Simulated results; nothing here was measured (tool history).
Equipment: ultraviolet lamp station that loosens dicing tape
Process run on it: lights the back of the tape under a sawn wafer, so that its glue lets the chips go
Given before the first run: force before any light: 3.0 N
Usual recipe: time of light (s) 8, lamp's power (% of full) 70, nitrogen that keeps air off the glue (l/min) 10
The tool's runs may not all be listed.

run   hour  time of light (s)  lamp's power (% of full)  nitrogen that keeps air off the glue (l/min)  force that peels the tape off (N)  light that reached the tape (mJ/cm²)
  1      0                  8                        70                                            10                              0.407                                   386
  2   17.7                 11                        70                                            10                              0.241                                   523
  3   51.1                  8                        70                                            10                              0.404                                   379
  4   83.6                  8                        99                                            10                              0.251                                   532
  5   97.9                  8                        99                                            10                              0.263                                   525
  6  125.3                  8                        99                                            10                              0.264                                   520
     143.6  -- window cleaned of glue's vapour
  7  145.8                  8                        99                                            10                              0.196                                   607
  8    161                 10                        70                                            10                              0.245                                   529
  9  184.5                 10                        70                                            10                              0.252                                   523
 10  212.4                  8                        75                                            10                              0.324                                   438
 11  226.6                  8                        75                                            10                              0.322                                   446
 12  244.4                  8                        75                                            10                              0.312                                   438
 13  277.8                  8                        70                                             4                               0.59                                   403
 14  311.2                  8                        70                                             4                              0.613                                   396
 15  343.2                  8                        70                                             4                              0.608                                   395
 16  361.4                  8                        70                                             4                              0.632                                   387
 17  395.4                  8                        70                                             4                              0.631                                   382
 18  422.6                  8                        70                                             4                              0.645                                   386
 19  439.9                  8                        70                                             4                              0.638                                   379
 20  464.4                 11                        64                                            10                              0.286                                   466
 21  488.7                  8                        81                                             7                              0.411                                   427
 22  508.5                  8                        81                                             7                              0.392                                   419
 23    526                  6                        73                                             9                              0.651                                   288
 24  560.6                  7                        76                                            10                              0.502                                   342
 25  574.7                  8                        95                                            10                              0.281                                   481
 26  607.8                  6                        82                                             4                              0.858                                   309
 27  624.2                  8                        97                                            10                              0.294                                   485
 28  641.7                  4                        97                                             6                              1.001                                   238
 29  657.9                  4                        97                                             6                              0.996                                   241
 30  672.7                  9                        70                                            15                              0.333                                   387
 31  691.9                  9                        70                                            15                              0.344                                   374
 32  708.9                  9                        70                                            15                              0.353                                   378
     715.1  -- window cleaned of glue's vapour
 33    725                  9                        88                                            15                              0.201                                   547
 34  749.7                  6                        63                                            15                              0.617                                   266
 35  764.9                 11                        63                                            15                               0.24                                   472
 36  788.9                  7                        79                                             4                              0.641                                   370
 37  809.3                  7                        66                                             4                              0.851                                   306
 38  834.1                  8                        96                                             5                              0.384                                   507

Below are 4 alternative next runs, each starting from the tool's condition after run 38. Predict each:
  A  853.9                  7                        70                                            10                                  ?                                     ?
  B  853.9                  7                        96                                             5                                  ?                                     ?
  C  853.9                  8                        96                                            11                                  ?                                     ?
  D  853.9                  4                        97                                            10                                  ?                                     ?

run  force that peels the tape off (N)  light that reached the tape (mJ/cm²)
  A                              0.536                                   321
  B                              0.475                                   440
  C                               0.25                                   504
  D                              0.722                                   248
What these runs would have given with no unlogged condition in the tool:
run  force that peels the tape off (N)  light that reached the tape (mJ/cm²)
  A                              0.312                                   456
  B                              0.278                                   626
  C                              0.167                                   715
  D                              0.432                                   354

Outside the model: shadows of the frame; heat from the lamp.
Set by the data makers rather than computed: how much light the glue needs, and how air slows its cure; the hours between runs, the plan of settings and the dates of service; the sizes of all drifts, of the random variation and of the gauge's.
